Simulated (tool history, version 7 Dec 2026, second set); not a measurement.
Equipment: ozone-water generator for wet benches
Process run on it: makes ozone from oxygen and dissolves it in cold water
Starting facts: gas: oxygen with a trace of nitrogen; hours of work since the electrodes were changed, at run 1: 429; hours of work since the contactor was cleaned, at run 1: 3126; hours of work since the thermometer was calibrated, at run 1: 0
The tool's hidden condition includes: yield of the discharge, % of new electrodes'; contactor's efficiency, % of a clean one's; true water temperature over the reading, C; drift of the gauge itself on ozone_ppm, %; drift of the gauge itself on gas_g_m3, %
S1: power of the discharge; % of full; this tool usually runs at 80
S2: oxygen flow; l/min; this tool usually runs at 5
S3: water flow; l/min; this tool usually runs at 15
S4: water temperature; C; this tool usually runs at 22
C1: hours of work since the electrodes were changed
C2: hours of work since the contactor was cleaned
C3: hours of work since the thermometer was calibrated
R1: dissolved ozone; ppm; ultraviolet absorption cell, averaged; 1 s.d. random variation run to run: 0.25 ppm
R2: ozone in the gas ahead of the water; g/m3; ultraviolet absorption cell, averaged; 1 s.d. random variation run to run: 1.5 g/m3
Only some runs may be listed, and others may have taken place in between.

run 1 hour=0 | S1=80 S2=5 S3=15 S4=22 | C1=429 C2=3126 C3=0 | R1=35.9 R2=282
run 2 hour=31.9 | S1=80 S2=5 S3=15 S4=22 | C1=451 C2=3148 C3=22 | R1=36 R2=278
run 3 hour=58.9 | S1=80 S2=5 S3=9 S4=22 | C1=470 C2=3167 C3=41 | R1=48.6 R2=281.5
run 4 hour=92.4 | S1=80 S2=5 S3=9 S4=22 | C1=494 C2=3191 C3=65 | R1=48.4 R2=281.6
run 5 hour=118 | S1=41 S2=5 S3=9 S4=22 | C1=512 C2=3209 C3=83 | R1=26.5 R2=153.4
run 6 hour=152.4 | S1=80 S2=5 S3=15 S4=17 | C1=536 C2=3233 C3=107 | R1=39.4 R2=281.1
run 7 hour=169.3 | S1=80 S2=5 S3=9 S4=22 | C1=547 C2=3244 C3=118 | R1=48.4 R2=282.2
run 8 hour=190.1 | S1=80 S2=2.67 S3=9 S4=22 | C1=562 C2=3259 C3=133 | R1=52.8 R2=400.1
run 9 hour=209.5 | S1=80 S2=2.67 S3=9 S4=22 | C1=576 C2=3273 C3=147 | R1=53.4 R2=395
run 10 hour=243.3 | S1=80 S2=5 S3=9 S4=22 | C1=599 C2=3296 C3=170 | R1=48.2 R2=281.2
run 11 hour=274 | S1=80 S2=5 S3=9 S4=22 | C1=621 C2=3318 C3=192 | R1=48.1 R2=279.9
run 12 hour=303.2 | S1=80 S2=5 S3=9 S4=22 | C1=641 C2=3338 C3=212 | R1=48.8 R2=277.9
run 13 hour=320.3 | S1=96 S2=5 S3=15 S4=22 | C1=653 C2=3350 C3=224 | R1=41.9 R2=330
run 14 hour=335.8 | S1=96 S2=5 S3=15 S4=22 | C1=664 C2=3361 C3=235 | R1=41.6 R2=331.2
run 15 hour=354.8 | S1=96 S2=5 S3=15 S4=22 | C1=677 C2=3374 C3=248 | R1=42.1 R2=331.2
run 16 hour=373 | S1=96 S2=7.19 S3=15 S4=22 | C1=690 C2=3387 C3=261 | R1=40.5 R2=271.1
run 17 hour=391.1 | S1=80 S2=5 S3=17 S4=22 | C1=703 C2=3400 C3=274 | R1=32.4 R2=281.4
run 18 hour=423.8 | S1=76 S2=4.23 S3=20 S4=22 | C1=726 C2=3423 C3=297 | R1=27.4 R2=295.5
run 19 hour=448.8 | S1=76 S2=5.52 S3=20 S4=17 | C1=743 C2=3440 C3=314 | R1=29.8 R2=253.4

Run 20 has not been measured yet. What should we expect?
run 20 hour=472.6 | S1=43 S2=4.76 S3=13 S4=17 | C1=760 C2=3457 C3=331 | R1=? R2=?

{"run 20": {"R1": 24.7, "R2": 163}}
If the tool had no hidden condition, the same run with the same run-to-run variation would have returned R1 25.6 ppm, R2 165.8 g/m3.
